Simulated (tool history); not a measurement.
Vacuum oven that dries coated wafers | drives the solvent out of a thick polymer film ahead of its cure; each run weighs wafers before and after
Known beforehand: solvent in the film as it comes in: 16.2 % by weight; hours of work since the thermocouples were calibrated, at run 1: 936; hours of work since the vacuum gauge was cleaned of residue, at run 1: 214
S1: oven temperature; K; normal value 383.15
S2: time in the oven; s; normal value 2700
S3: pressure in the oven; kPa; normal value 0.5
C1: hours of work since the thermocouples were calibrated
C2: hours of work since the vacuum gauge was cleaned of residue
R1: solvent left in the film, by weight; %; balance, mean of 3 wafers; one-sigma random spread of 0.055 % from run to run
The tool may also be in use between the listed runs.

| run | day | S1 | S2 | S3 | C1 | C2 | R1 |
|---|---|---|---|---|---|---|---|
| 1 | 0 | 383.15 | 2700 | 0.5 | 936 | 214 | 4.26 |
| 2 | 0.592 | 383.15 | 2700 | 0.5 | 943 | 220 | 4.26 |
| 3 | 1.046 | 383.15 | 2280 | 0.5 | 948 | 226 | 5.07 |
| 4 | 1.758 | 383.15 | 2700 | 0.5 | 957 | 234 | 4.25 |
| 5 | 2.125 | 383.15 | 2700 | 1.508 | 961 | 238 | 5.52 |
| 6 | 2.742 | 383.15 | 2700 | 1.508 | 968 | 245 | 5.49 |
| 7 | 3.179 | 383.15 | 2700 | 1.291 | 973 | 250 | 5.24 |
| 8 | 3.75 | 383.15 | 2700 | 0.5 | 979 | 256 | 4.22 |
| 9 | 4.083 | 383.15 | 2700 | 0.5 | 983 | 260 | 4.2 |
| 10 | 4.662 | 384.15 | 2700 | 0.5 | 990 | 267 | 4.04 |
| 11 | 5.05 | 383.15 | 1440 | 0.5 | 994 | 271 | 7.05 |
| 12 | 5.662 | 383.15 | 1440 | 0.5 | 1001 | 278 | 7.09 |
| 13 | 6.346 | 383.15 | 1440 | 0.5 | 1009 | 286 | 7.22 |
| 14 | 6.775 | 383.15 | 2700 | 0.5 | 1014 | 291 | 4.24 |
| 15 | 7.425 | 383.15 | 3120 | 0.5 | 1021 | 299 | 3.6 |
| 16 | 7.846 | 382.15 | 2700 | 0.5 | 1026 | 303 | 4.44 |
| 17 | 8.35 | 383.15 | 2700 | 0.27 | 1032 | 309 | 3.95 |
| 18 | 8.662 | 383.15 | 2700 | 0.5 | 1036 | 313 | 4.29 |
| 19 | 9.133 | 383.15 | 2700 | 0.5 | 1041 | 318 | 4.31 |
| 20 | 9.858 | 383.15 | 2700 | 0.5 | 1049 | 326 | 4.29 |
| 21 | 10.496 | 383.15 | 3720 | 0.5 | 1057 | 334 | 2.9 |
| 22 | 10.804 | 383.15 | 2700 | 0.5 | 1060 | 337 | 4.22 |
| 23 | 11.525 | 383.15 | 2700 | 0.5 | 1068 | 345 | 4.21 |
| 24 | 12.175 | 383.15 | 2700 | 0.5 | 1076 | 353 | 4.39 |
| 25 | 12.471 | 391.15 | 1740 | 1.139 | 1079 | 356 | 4.64 |
| 26 | 13.104 | 383.15 | 1740 | 0.5 | 1086 | 364 | 6.29 |
| 27 | 13.721 | 383.15 | 4200 | 0.441 | 1093 | 371 | 2.43 |
| 28 | 14.179 | 383.15 | 4200 | 0.441 | 1099 | 376 | 2.43 |
|  | 14.85 | oven's thermocouples calibrated |
| 29 | 14.921 | 383.15 | 4200 | 0.745 | 1 | 383 | 2.78 |
| 30 | 15.375 | 383.15 | 4200 | 0.745 | 6 | 389 | 2.98 |
| 31 | 16.008 | 383.15 | 2700 | 1.308 | 13 | 396 | 5.36 |
| 32 | 16.412 | 383.15 | 2700 | 1.308 | 18 | 400 | 5.2 |
| 33 | 16.983 | 383.15 | 1920 | 1.496 | 24 | 407 | 6.87 |
| 34 | 17.388 | 383.15 | 3180 | 0.277 | 29 | 412 | 3.25 |
| 35 | 17.954 | 383.15 | 3180 | 0.277 | 36 | 418 | 3.26 |
| 36 | 18.321 | 383.15 | 3180 | 0.277 | 40 | 422 | 3.25 |
| 37 | 18.979 | 382.15 | 2940 | 1.195 | 47 | 430 | 5.06 |
| 38 | 19.596 | 382.15 | 2940 | 1.195 | 54 | 437 | 5.07 |
| 39 | 20.029 | 382.15 | 3300 | 1.443 | 59 | 442 | 4.85 |
| 40 | 20.525 | 382.15 | 3300 | 1.443 | 65 | 447 | 4.9 |
| 41 | 21.129 | 379.15 | 3300 | 0.5 | 72 | 454 | 4.49 |
| 42 | 21.638 | 379.15 | 3300 | 0.5 | 78 | 460 | 4.51 |
| 43 | 22.35 | 385.15 | 2580 | 0.316 | 86 | 468 | 3.73 |
| 44 | 22.85 | 372.15 | 3180 | 0.5 | 92 | 474 | 6.63 |
| 45 | 23.158 | 372.15 | 3180 | 0.5 | 95 | 478 | 6.76 |
| 46 | 23.846 | 397.15 | 2340 | 0.5 | 103 | 485 | 1.63 |

Each row is a separate what-if for the run after 46, all from the same tool condition, not one after another. Results?
| A | 24.217 | 373.15 | 1440 | 0.514 | 107 | 490 | ? |
| B | 24.217 | 370.15 | 2700 | 0.5 | 107 | 490 | ? |
| C | 24.217 | 397.15 | 3960 | 0.5 | 107 | 490 | ? |
| D | 24.217 | 383.15 | 3360 | 0.97 | 107 | 490 | ? |

| run | R1 |
|---|---|
| A | 9.52 |
| B | 8.02 |
| C | 0.71 |
| D | 3.93 |
Without the tool's unlogged condition, the same runs would have read:
| run | R1 |
|---|---|
| A | 9.52 |
| B | 8.02 |
| C | 0.7 |
| D | 3.92 |
